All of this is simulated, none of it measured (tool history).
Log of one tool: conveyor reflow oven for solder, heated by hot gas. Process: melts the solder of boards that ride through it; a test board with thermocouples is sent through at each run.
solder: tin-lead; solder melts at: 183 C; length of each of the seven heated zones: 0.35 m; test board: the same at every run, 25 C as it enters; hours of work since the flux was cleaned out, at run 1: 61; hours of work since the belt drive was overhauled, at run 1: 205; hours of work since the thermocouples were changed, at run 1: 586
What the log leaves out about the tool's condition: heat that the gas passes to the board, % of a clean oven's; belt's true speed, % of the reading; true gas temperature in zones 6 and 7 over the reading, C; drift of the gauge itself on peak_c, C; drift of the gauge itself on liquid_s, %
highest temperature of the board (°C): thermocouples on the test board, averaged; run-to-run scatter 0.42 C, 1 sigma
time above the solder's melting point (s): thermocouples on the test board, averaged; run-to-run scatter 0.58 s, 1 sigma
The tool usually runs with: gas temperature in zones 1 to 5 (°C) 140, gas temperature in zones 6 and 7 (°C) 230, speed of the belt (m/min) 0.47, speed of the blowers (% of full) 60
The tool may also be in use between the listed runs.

| run | hour | gas temperature in zones 1 to 5 (°C) | gas temperature in zones 6 and 7 (°C) | speed of the belt (m/min) | speed of the blowers (% of full) | hours of work since the flux was cleaned out | hours of work since the belt drive was overhauled | hours of work since the thermocouples were changed | highest temperature of the board (°C) | time above the solder's melting point (s) |
|---|---|---|---|---|---|---|---|---|---|---|
| 1 | 0 | 140 | 230 | 0.47 | 60 | 61 | 205 | 586 | 215.3 | 66 |
| 2 | 7.9 | 140 | 230 | 0.47 | 60 | 67 | 211 | 592 | 215.2 | 66.5 |
| 3 | 12.7 | 140 | 230 | 0.47 | 60 | 71 | 214 | 595 | 215.1 | 66.8 |
| 4 | 23 | 140 | 230 | 0.47 | 60 | 78 | 221 | 603 | 215.1 | 65.5 |
| 5 | 29.1 | 140 | 226 | 0.47 | 60 | 82 | 226 | 607 | 210.6 | 61.8 |
| 6 | 37.2 | 140 | 226 | 0.47 | 60 | 88 | 232 | 613 | 211.7 | 62.4 |
| 7 | 44.8 | 140 | 226 | 0.47 | 60 | 93 | 237 | 618 | 212.4 | 61.6 |
| 8 | 56.2 | 140 | 226 | 0.47 | 60 | 101 | 245 | 626 | 211.3 | 62 |
| 9 | 62.8 | 140 | 226 | 0.47 | 60 | 106 | 250 | 631 | 210.6 | 61.7 |
| 10 | 68.1 | 140 | 226 | 0.47 | 60 | 110 | 254 | 635 | 211 | 62.5 |
| 11 | 75.1 | 140 | 226 | 0.47 | 60 | 115 | 259 | 640 | 211.4 | 61.6 |
| 12 | 83.4 | 140 | 226 | 0.47 | 60 | 121 | 264 | 646 | 211.6 | 62.1 |
| 13 | 95 | 140 | 226 | 0.47 | 60 | 129 | 273 | 654 | 212 | 61.8 |
| 14 | 104.5 | 140 | 230 | 0.47 | 60 | 136 | 279 | 661 | 214.4 | 65.7 |
| 15 | 112.7 | 140 | 230 | 0.47 | 60 | 142 | 285 | 666 | 214.3 | 65.3 |
| 16 | 119.3 | 140 | 230 | 0.47 | 60 | 146 | 290 | 671 | 214.7 | 64.8 |
| 17 | 128.7 | 146 | 219 | 0.47 | 79 | 153 | 297 | 678 | 209.2 | 64 |
| 18 | 136.1 | 148 | 219 | 0.47 | 79 | 158 | 302 | 683 | 209 | 65.3 |
| 19 | 143.9 | 148 | 219 | 0.47 | 79 | 164 | 307 | 689 | 209.7 | 65.6 |
| 20 | 155.3 | 140 | 222 | 0.415 | 76 | 172 | 316 | 697 | 212.4 | 75.1 |
| 21 | 166.6 | 144 | 243 | 0.498 | 76 | 180 | 324 | 705 | 227.5 | 73.4 |
| 22 | 175.5 | 140 | 240 | 0.47 | 53 | 186 | 330 | 711 | 221.2 | 70.8 |
| 23 | 186.3 | 140 | 230 | 0.5 | 82 | 194 | 338 | 719 | 216.1 | 63 |
| 24 | 191.8 | 140 | 230 | 0.5 | 82 | 198 | 342 | 723 | 215.8 | 62.8 |
| 25 | 196.9 | 140 | 226 | 0.47 | 60 | 201 | 345 | 726 | 210.5 | 61.8 |
| 26 | 203.7 | 150 | 237 | 0.468 | 60 | 206 | 350 | 731 | 222.6 | 77 |
| 27 | 213 | 150 | 222 | 0.396 | 60 | 213 | 357 | 738 | 214.3 | 83.8 |
| 28 | 217.9 | 150 | 222 | 0.396 | 60 | 216 | 360 | 741 | 213.2 | 85 |
| 29 | 228.6 | 150 | 222 | 0.396 | 60 | 224 | 368 | 749 | 213.5 | 85 |
| 30 | 235.2 | 130 | 219 | 0.532 | 69 | 229 | 372 | 754 | 201 | 37.8 |

Here are 4 independent what-if runs from the current tool condition. What would each one return?
| A | 243.7 | 154 | 219 | 0.532 | 69 | 235 | 378 | 760 | ? | ? |
| B | 243.7 | 140 | 230 | 0.414 | 60 | 235 | 378 | 760 | ? | ? |
| C | 243.7 | 130 | 219 | 0.427 | 78 | 235 | 378 | 760 | ? | ? |
| D | 243.7 | 128 | 230 | 0.47 | 60 | 235 | 378 | 760 | ? | ? |

| run | highest temperature of the board (°C) | time above the solder's melting point (s) |
|---|---|---|
| A | 205.2 | 55.4 |
| B | 217.4 | 78.2 |
| C | 208 | 62 |
| D | 211.9 | 58.4 |
Had the tool no hidden state, the same runs would have come out as:
| run | highest temperature of the board (°C) | time above the solder's melting point (s) |
|---|---|---|
| A | 205 | 55.5 |
| B | 216.9 | 77.5 |
| C | 207.7 | 62.1 |
| D | 211.9 | 58.5 |
